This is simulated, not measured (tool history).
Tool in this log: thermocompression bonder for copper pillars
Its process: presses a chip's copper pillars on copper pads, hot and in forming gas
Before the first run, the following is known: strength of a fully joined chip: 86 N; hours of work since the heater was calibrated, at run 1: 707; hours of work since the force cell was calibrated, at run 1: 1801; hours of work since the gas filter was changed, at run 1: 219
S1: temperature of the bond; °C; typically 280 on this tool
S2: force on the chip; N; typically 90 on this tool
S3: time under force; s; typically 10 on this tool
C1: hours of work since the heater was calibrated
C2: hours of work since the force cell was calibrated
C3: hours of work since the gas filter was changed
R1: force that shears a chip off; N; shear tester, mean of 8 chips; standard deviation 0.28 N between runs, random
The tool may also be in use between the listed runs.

run 1 hour=0.0 | S1=280 S2=90 S3=10 | C1=707 C2=1801 C3=219 | R1=44.8
run 2 hour=38.8 | S1=280 S2=90 S3=10 | C1=731 C2=1825 C3=244 | R1=45.0
run 3 hour=80.3 | S1=280 S2=90 S3=10 | C1=757 C2=1851 C3=269 | R1=44.8
run 4 hour=128.9 | S1=280 S2=90 S3=10 | C1=787 C2=1881 C3=299 | R1=44.4
run 5 hour=163.2 | S1=280 S2=72 S3=10 | C1=809 C2=1903 C3=321 | R1=37.0
run 6 hour=235.7 | S1=280 S2=72 S3=10 | C1=854 C2=1948 C3=366 | R1=37.2
run 7 hour=307.1 | S1=280 S2=90 S3=11 | C1=898 C2=1992 C3=410 | R1=46.0
run 8 hour=380.0 | S1=280 S2=90 S3=11 | C1=943 C2=2037 C3=455 | R1=45.3
-- hour=385.2 heater calibrated with a thermocouple chip
-- hour=396.9 force cell calibrated
run 9 hour=420.8 | S1=280 S2=90 S3=11 | C1=21 C2=15 C3=479 | R1=51.1
-- hour=446.1 forming gas filter changed
run 10 hour=498.5 | S1=280 S2=90 S3=11 | C1=69 C2=63 C3=33 | R1=53.1
-- hour=531.9 heater calibrated with a thermocouple chip, once more
run 11 hour=547.4 | S1=280 S2=94 S3=10 | C1=10 C2=92 C3=62 | R1=48.7
run 12 hour=609.0 | S1=280 S2=90 S3=6 | C1=48 C2=130 C3=100 | R1=38.7
run 13 hour=641.6 | S1=299 S2=118 S3=6 | C1=68 C2=150 C3=120 | R1=54.9
run 14 hour=696.5 | S1=299 S2=118 S3=10 | C1=102 C2=185 C3=154 | R1=62.4
run 15 hour=761.3 | S1=280 S2=78 S3=8 | C1=143 C2=225 C3=195 | R1=38.4
run 16 hour=807.3 | S1=305 S2=78 S3=6 | C1=171 C2=253 C3=223 | R1=41.8
run 17 hour=856.7 | S1=305 S2=78 S3=6 | C1=202 C2=284 C3=254 | R1=40.9
run 18 hour=912.7 | S1=305 S2=112 S3=7 | C1=237 C2=319 C3=289 | R1=56.6
run 19 hour=967.5 | S1=305 S2=112 S3=7 | C1=271 C2=353 C3=323 | R1=56.8
run 20 hour=1030.3 | S1=305 S2=112 S3=7 | C1=310 C2=392 C3=362 | R1=56.4
run 21 hour=1061.7 | S1=305 S2=88 S3=20 | C1=329 C2=411 C3=381 | R1=62.9
run 22 hour=1109.8 | S1=305 S2=88 S3=20 | C1=359 C2=441 C3=411 | R1=62.9
run 23 hour=1146.8 | S1=267 S2=88 S3=14 | C1=382 C2=464 C3=434 | R1=45.5
run 24 hour=1178.7 | S1=282 S2=83 S3=17 | C1=402 C2=484 C3=454 | R1=51.1

Forecast each of these 3 alternatives for the next run:
run A hour=1231.6 | S1=257 S2=90 S3=29 | C1=435 C2=517 C3=487 | R1=?
run B hour=1231.6 | S1=255 S2=66 S3=6 | C1=435 C2=517 C3=487 | R1=?
run C hour=1231.6 | S1=272 S2=111 S3=30 | C1=435 C2=517 C3=487 | R1=?

run=A R1=52.8
run=B R1=22.5
run=C R1=65.8
With no hidden state in the tool, these same runs would have given:
run=A R1=54.9
run=B R1=23.3
run=C R1=68.4

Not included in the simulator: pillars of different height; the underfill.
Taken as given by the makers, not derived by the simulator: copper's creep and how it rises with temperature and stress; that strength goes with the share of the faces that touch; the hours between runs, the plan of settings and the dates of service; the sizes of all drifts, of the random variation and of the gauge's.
